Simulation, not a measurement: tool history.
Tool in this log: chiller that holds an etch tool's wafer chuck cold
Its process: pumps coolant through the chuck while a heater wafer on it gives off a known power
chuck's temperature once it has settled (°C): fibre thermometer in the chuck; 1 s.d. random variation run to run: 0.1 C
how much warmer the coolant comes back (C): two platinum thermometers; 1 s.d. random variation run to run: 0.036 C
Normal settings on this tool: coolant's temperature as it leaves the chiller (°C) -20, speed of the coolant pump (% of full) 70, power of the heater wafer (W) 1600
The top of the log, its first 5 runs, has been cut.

run,hour,coolant's temperature as it leaves the chiller (°C),speed of the coolant pump (% of full),power of the heater wafer (W),hours since the coolant was changed and the channels were flushed,hours since the pump was overhauled,hours since the chiller's thermometer was calibrated,chuck's temperature once it has settled (°C),how much warmer the coolant comes back (C)
6,406.0,-20,79,1600,5155,746,1887,-4.4,6.11
7,500.7,-20,70,1600,5250,841,1982,-2.3,6.90
8,587.2,-20,70,1600,5336,927,2068,-2.3,6.92
9,643.0,-27,70,1600,5392,983,2124,-9.6,6.94
10,734.0,-27,70,1600,5483,1074,2215,-9.6,6.93
11,826.9,-27,70,1600,5576,1167,2308,-9.3,6.86
12,942.7,-27,70,1600,5692,1283,2424,-9.2,6.91
13,1034.8,-27,70,1600,5784,1375,2516,-9.5,6.83
14,1118.7,-28,70,1600,5868,1459,2600,-10.4,6.83
15,1184.7,-28,70,1600,5934,1525,2666,-10.6,6.82
16,1290.3,-28,70,1600,6040,1631,2771,-10.4,6.90
17,1389.8,-13,70,1600,6139,1730,2871,4.6,6.98
18,1459.3,-17,87,1556,6208,1799,2940,-3.3,5.24
19,1528.2,-23,79,2278,6277,1868,3009,-0.6,8.62
20,1605.4,-23,60,820,6355,1946,3086,-12.5,4.20
21,1679.9,-11,99,1600,6429,2020,3161,1.5,4.65
22,1745.3,-20,89,2377,6494,2086,3226,0.8,7.81
23,1839.8,-29,70,884,6589,2180,3321,-19.4,3.80
24,1900.5,-29,70,884,6650,2241,3382,-19.3,3.74
25,2001.1,-29,70,960,6750,2341,3482,-18.4,4.16
26,2105.9,-21,67,1600,6855,2446,3587,-2.7,7.22

Run 27 has not been measured yet. What should we expect?
27,2218.1,-21,75,1933,6967,2558,3699,?,?

Run 27 measured chuck's temperature once it has settled (°C) -1.1, how much warmer the coolant comes back (C) 7.68.
Had the tool carried no hidden state, the very same run would have given chuck's temperature once it has settled (°C) -1.1, how much warmer the coolant comes back (C) 7.68.
